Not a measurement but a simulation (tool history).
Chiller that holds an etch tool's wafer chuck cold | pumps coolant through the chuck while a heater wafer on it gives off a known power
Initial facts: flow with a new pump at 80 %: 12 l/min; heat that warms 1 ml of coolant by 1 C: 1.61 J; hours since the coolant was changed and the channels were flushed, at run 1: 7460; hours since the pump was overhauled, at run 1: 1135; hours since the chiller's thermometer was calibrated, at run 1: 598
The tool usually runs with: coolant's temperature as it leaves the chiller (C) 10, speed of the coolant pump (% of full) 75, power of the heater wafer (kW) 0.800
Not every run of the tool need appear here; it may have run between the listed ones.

run	hour	coolant's temperature as it leaves the chiller (C)	speed of the coolant pump (% of full)	power of the heater wafer (kW)	hours since the coolant was changed and the channels were flushed	hours since the pump was overhauled	hours since the chiller's thermometer was calibrated	chuck's temperature once it has settled (C)	how much warmer the coolant comes back (C)
1	0.0	10	75	0.800	7460	1135	598	16.3	2.69
2	29.5	10	75	0.800	7489	1165	628	16.3	2.64
3	58.6	10	75	0.800	7519	1194	657	16.4	2.60
4	99.5	17	75	0.800	7559	1235	698	23.4	2.64
5	142.5	10	75	0.800	7602	1278	741	16.1	2.63
6	171.1	10	75	0.800	7631	1306	770	16.3	2.62
7	203.7	10	75	1.085	7664	1339	802	18.4	3.59
8	234.7	10	75	0.800	7695	1370	833	16.2	2.64
9	266.8	10	75	1.091	7727	1402	865	18.5	3.59
10	295.5	10	75	1.091	7755	1431	894	18.3	3.57
11	340.4	10	75	1.091	7800	1476	939	18.6	3.65
12	383.8	1	81	0.686	7844	1519	982	5.8	2.06
13	427.1	9	86	0.564	7887	1562	1026	13.1	1.60

Predict the results of run 14:
14	471.1	9	86	0.564	7931	1606	1070	?	?

chuck's temperature once it has settled (C): 13.2
how much warmer the coolant comes back (C): 1.56
If the tool had no hidden condition, the same run with the same run-to-run variation would have returned chuck's temperature once it has settled (C) 13.2, how much warmer the coolant comes back (C) 1.63.
